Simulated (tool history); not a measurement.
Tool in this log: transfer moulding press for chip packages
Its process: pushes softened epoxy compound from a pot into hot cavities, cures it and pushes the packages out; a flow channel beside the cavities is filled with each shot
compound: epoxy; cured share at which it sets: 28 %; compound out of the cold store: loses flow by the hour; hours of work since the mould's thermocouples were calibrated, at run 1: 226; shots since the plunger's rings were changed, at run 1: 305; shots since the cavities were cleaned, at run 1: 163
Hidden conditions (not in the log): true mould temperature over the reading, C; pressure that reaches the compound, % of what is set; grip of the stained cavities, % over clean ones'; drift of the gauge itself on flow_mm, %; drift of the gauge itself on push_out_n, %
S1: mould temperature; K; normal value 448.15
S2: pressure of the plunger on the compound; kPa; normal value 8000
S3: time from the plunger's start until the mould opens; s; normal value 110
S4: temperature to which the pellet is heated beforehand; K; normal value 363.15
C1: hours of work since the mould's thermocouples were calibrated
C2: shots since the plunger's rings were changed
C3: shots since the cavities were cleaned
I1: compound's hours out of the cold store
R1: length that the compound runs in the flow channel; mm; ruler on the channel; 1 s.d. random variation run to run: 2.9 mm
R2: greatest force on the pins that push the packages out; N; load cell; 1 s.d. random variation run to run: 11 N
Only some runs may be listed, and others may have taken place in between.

run	day	S1	S2	S3	S4	C1	C2	C3	I1	R1	R2
1	0.000	448.15	8000	110	363.15	226	305	163	25.8	810	820
2	0.400	448.15	8000	110	363.15	231	395	253	29.1	792	865
3	1.233	448.15	8000	110	363.15	242	585	443	39.0	750	983
# day 1.842: cavities cleaned with cleaning compound and waxed
4	2.079	448.15	8000	110	363.15	252	761	53	27.0	796	607
5	2.592	448.15	8000	110	363.15	258	877	169	29.4	781	780
6	3.021	448.15	8000	110	363.15	264	975	267	8.7	875	947
7	3.592	448.15	8000	110	363.15	271	1104	396	40.2	734	941
8	4.262	443.15	8000	110	363.15	280	1256	548	15.8	839	1388
# day 4.429: cavities cleaned with cleaning compound and waxed
9	5.217	443.15	8000	110	363.15	291	1457	178	16.5	834	1116
10	5.908	443.15	8000	110	363.15	300	1613	334	29.2	769	1240
11	6.554	448.15	8000	147	363.15	308	1760	481	47.1	701	753
# day 6.996: cavities cleaned with cleaning compound and waxed
12	7.054	448.15	8000	147	363.15	314	1859	13	36.3	744	444
13	7.825	448.15	8000	147	363.15	324	2033	187	28.0	775	634
14	8.258	448.15	8000	147	363.15	329	2131	285	20.7	805	713
# day 8.725: mould's thermocouples calibrated
15	9.188	448.15	9710	110	367.15	6	2323	477	45.3	771	969
# day 9.662: cavities cleaned with cleaning compound and waxed
16	9.783	448.15	8570	110	363.15	13	2443	27	39.2	748	555
17	10.729	448.15	8570	110	363.15	25	2658	242	32.3	777	891
18	11.654	454.15	7920	93	363.15	37	2867	451	25.5	756	989
# day 12.258: cavities cleaned with cleaning compound and waxed
19	12.429	454.15	8150	132	363.15	46	3027	38	26.1	761	453
# day 13.300: plunger's sealing rings changed
20	13.300	448.15	7750	110	363.15	56	1	213	11.7	862	872
21	13.846	448.15	7750	110	363.15	63	124	336	38.2	747	917
22	14.467	448.15	7750	110	363.15	71	264	476	20.4	816	1022
# day 14.929: cavities cleaned with cleaning compound and waxed
23	14.933	451.15	9240	104	366.15	76	355	1	9.5	940	514
24	15.421	444.15	8000	110	368.15	82	466	112	42.1	743	841
25	16.229	444.15	8360	98	367.15	92	649	295	40.3	758	1411
26	16.825	448.15	9480	97	372.15	100	784	430	20.1	897	1270
# day 17.546: cavities cleaned with cleaning compound and waxed
27	17.583	448.15	8000	110	357.15	109	941	9	28.5	787	512

Branching from run 27: 5 alternative next runs. What would each branch give?
A	18.504	448.15	6350	110	363.15	121	1149	217	19.4	?	?
B	18.504	451.15	8000	110	357.15	121	1149	217	11.7	?	?
C	18.504	451.15	8000	110	363.15	121	1149	217	30.3	?	?
D	18.504	450.15	7960	110	356.15	121	1149	217	10.3	?	?
E	18.504	448.15	8360	140	363.15	121	1149	217	27.0	?	?

run	R1	R2
A	734	887
B	853	761
C	777	747
D	859	778
E	807	645
With no hidden state in the tool, these same runs would have given:
run	R1	R2
A	751	550
B	873	473
C	796	464
D	879	481
E	826	399
